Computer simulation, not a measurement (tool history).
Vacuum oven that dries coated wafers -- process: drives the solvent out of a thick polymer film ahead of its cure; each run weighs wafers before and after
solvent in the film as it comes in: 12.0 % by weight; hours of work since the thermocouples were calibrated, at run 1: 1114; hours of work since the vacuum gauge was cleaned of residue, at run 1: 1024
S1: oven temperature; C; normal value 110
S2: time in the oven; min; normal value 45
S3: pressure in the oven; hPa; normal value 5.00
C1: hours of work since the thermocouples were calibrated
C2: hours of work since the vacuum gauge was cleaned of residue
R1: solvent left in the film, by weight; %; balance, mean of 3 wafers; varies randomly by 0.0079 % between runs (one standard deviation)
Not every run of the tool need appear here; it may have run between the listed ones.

run,hour,S1,S2,S3,C1,C2,R1
1,0.0,110,45,5.00,1114,1024,1.173
2,51.8,110,45,6.82,1136,1046,1.263
3,138.8,110,45,6.82,1174,1084,1.251
4,190.3,110,45,6.82,1197,1107,1.257
5,251.2,110,45,6.82,1223,1133,1.259
6,327.5,110,45,4.86,1257,1167,1.166
7,411.6,122,45,5.00,1293,1203,0.416
8,478.0,110,45,2.70,1322,1232,1.074
9,542.9,110,45,5.00,1351,1261,1.184
# hour 572.9: oven's thermocouples calibrated
10,587.1,110,45,5.00,6,1279,1.402
11,625.6,110,45,5.00,23,1296,1.406
12,672.5,100,79,6.07,43,1316,1.381
13,753.9,102,51,6.02,79,1352,2.126
14,794.8,102,51,6.02,97,1370,2.124
15,860.4,102,51,6.02,125,1398,2.136
16,915.9,103,32,16.91,150,1422,3.949
17,971.2,103,32,16.91,174,1447,3.933
# hour 1021.3: vacuum gauge cleaned of residue and calibrated
18,1068.5,103,32,16.91,216,21,3.764
19,1155.1,103,32,16.91,253,58,3.745
20,1217.2,109,41,2.80,281,86,1.458
21,1274.0,112,50,2.72,305,110,0.743

Branching from run 21: 4 alternative next runs. What would each branch give?
A,1328.7,114,71,10.52,329,134,?
B,1328.7,118,36,5.00,329,134,?
C,1328.7,125,45,12.85,329,134,?
D,1328.7,101,37,8.68,329,134,?

run,R1
A,0.585
B,0.940
C,0.517
D,3.202
Stripped of hidden state, with their random variation kept, the same runs would have yielded:
run,R1
A,0.604
B,0.986
C,0.535
D,3.292
